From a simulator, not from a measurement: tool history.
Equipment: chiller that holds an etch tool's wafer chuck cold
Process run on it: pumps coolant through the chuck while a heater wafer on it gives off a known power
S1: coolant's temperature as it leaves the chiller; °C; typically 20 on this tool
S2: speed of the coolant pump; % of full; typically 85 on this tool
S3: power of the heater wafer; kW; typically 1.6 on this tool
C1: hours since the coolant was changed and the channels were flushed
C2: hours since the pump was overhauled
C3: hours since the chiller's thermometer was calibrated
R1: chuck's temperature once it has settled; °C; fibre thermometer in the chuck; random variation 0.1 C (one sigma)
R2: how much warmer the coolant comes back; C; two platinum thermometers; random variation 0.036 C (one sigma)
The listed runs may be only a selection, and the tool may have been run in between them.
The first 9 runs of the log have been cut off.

run,day,S1,S2,S3,C1,C2,C3,R1,R2
10,8.596,20,85,0.989,376,979,1063,31.1,3.97
11,9.896,20,85,0.989,407,1010,1094,31.2,3.99
12,11.05,20,85,0.989,435,1038,1122,31.2,3.98
13,11.775,20,85,1.475,452,1055,1139,36.7,6.08
# day 12.438: gauge calibrated
14,12.596,20,85,1.453,472,1075,1159,36.4,6.22
15,13.925,20,79,1.453,504,1107,1191,37.4,6.66
16,15.071,20,79,1.453,532,1134,1218,37.4,6.69
17,15.638,20,79,0.849,545,1148,1232,30.1,3.85
18,16.912,20,94,1.619,576,1178,1262,37,6.12
19,18.125,10,79,1.13,605,1208,1292,23.5,5.14
20,19.283,10,79,1.13,633,1235,1319,23.4,5.07
21,20.283,20,85,2.152,657,1259,1343,44.3,9.03
22,21.292,20,85,1.259,681,1283,1368,34.3,5.16
23,22.517,13,72,2.384,710,1313,1397,43.7,12.02
24,23.75,16,85,1.392,740,1343,1427,31.8,5.74
25,24.738,12,61,1.461,764,1366,1450,33.2,8.72
26,25.971,20,75,1.409,793,1396,1480,37.5,6.59
27,26.817,13,73,1.536,813,1416,1500,32.4,7.43
28,27.65,22,69,1.321,833,1436,1520,39.3,6.76
29,28.558,20,73,1.6,855,1458,1542,40.3,7.71

What will run 30 give?
30,29.762,22,61,2.218,884,1487,1571,?,?

{"run 30": {"R1": 54.2, "R2": 13.3}}
If the tool had no hidden condition, the same run with the same run-to-run variation would have returned R1 54.2 °C, R2 13.69 C.
